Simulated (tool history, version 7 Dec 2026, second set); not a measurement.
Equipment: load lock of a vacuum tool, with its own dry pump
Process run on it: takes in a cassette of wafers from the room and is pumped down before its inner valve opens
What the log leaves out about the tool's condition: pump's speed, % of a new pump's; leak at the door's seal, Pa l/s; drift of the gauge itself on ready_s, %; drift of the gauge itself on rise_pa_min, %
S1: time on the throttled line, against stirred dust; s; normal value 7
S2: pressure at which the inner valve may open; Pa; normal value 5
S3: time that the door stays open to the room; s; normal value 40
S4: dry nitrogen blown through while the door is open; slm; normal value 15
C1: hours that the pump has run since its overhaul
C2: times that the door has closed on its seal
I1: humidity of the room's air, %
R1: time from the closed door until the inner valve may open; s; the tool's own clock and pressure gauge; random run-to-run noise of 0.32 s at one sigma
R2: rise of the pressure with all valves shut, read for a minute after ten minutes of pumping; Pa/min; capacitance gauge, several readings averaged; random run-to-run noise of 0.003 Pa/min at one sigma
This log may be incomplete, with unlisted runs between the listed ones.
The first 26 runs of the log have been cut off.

{"run": 27, "hour": 5465.8, "S1": 7, "S2": 4, "S3": 40, "S4": 10, "C1": 8928, "C2": 13692, "I1": 45.8, "R1": 18, "R2": 0.123}
{"run": 28, "hour": 5623.4, "S1": 7, "S2": 4, "S3": 40, "S4": 10, "C1": 9085, "C2": 13912, "I1": 39.9, "R1": 18.3, "R2": 0.119}
{"run": 29, "hour": 5848.4, "S1": 7, "S2": 5, "S3": 74, "S4": 39, "C1": 9310, "C2": 14225, "I1": 46, "R1": 18.2, "R2": 0.125}
{"run": 30, "hour": 6035.1, "S1": 11, "S2": 8, "S3": 63, "S4": 19, "C1": 9497, "C2": 14485, "I1": 46.4, "R1": 20.1, "R2": 0.14}
{"run": 31, "hour": 6302.2, "S1": 7, "S2": 6, "S3": 40, "S4": 9, "C1": 9764, "C2": 14856, "I1": 44.2, "R1": 18.3, "R2": 0.133}
{"run": 32, "hour": 6514.3, "S1": 12, "S2": 4, "S3": 239, "S4": 15, "C1": 9976, "C2": 15151, "I1": 44.4, "R1": 21.9, "R2": 0.179}
{"run": 33, "hour": 6641.4, "S1": 7, "S2": 8, "S3": 38, "S4": 15, "C1": 10103, "C2": 15328, "I1": 44.9, "R1": 17.3, "R2": 0.131}
{"run": 34, "hour": 6947.1, "S1": 14, "S2": 5, "S3": 198, "S4": 7, "C1": 10409, "C2": 15754, "I1": 44.4, "R1": 23.4, "R2": 0.186}
{"run": 35, "hour": 7135.1, "S1": 10, "S2": 6, "S3": 40, "S4": 15, "C1": 10597, "C2": 16015, "I1": 44.6, "R1": 20.2, "R2": 0.141}
{"run": 36, "hour": 7320.4, "S1": 10, "S2": 6, "S3": 40, "S4": 15, "C1": 10782, "C2": 16273, "I1": 42.5, "R1": 19.9, "R2": 0.142}
{"run": 37, "hour": 7539.6, "S1": 10, "S2": 7, "S3": 117, "S4": 39, "C1": 11002, "C2": 16578, "I1": 42.5, "R1": 20.2, "R2": 0.154}
{"run": 38, "hour": 7842.0, "S1": 10, "S2": 7, "S3": 117, "S4": 39, "C1": 11304, "C2": 16999, "I1": 43.8, "R1": 19.8, "R2": 0.155}

Here are 3 independent what-if runs from the current tool condition. What would each one return?
{"run": "A", "hour": 8100.7, "S1": 13, "S2": 7, "S3": 117, "S4": 21, "C1": 11563, "C2": 17359, "I1": 43.4, "R1": "?", "R2": "?"}
{"run": "B", "hour": 8100.7, "S1": 4, "S2": 5, "S3": 40, "S4": 15, "C1": 11563, "C2": 17359, "I1": 41.2, "R1": "?", "R2": "?"}
{"run": "C", "hour": 8100.7, "S1": 10, "S2": 7, "S3": 29, "S4": 39, "C1": 11563, "C2": 17359, "I1": 43.9, "R1": "?", "R2": "?"}

run=A R1=22.6 R2=0.171
run=B R1=16 R2=0.153
run=C R1=20.4 R2=0.14
The same runs, with their run-to-run variation unchanged, on a tool lacking any hidden condition would have given:
run=A R1=21.6 R2=0.048
run=B R1=14.7 R2=0.03
run=C R1=19.3 R2=0.019
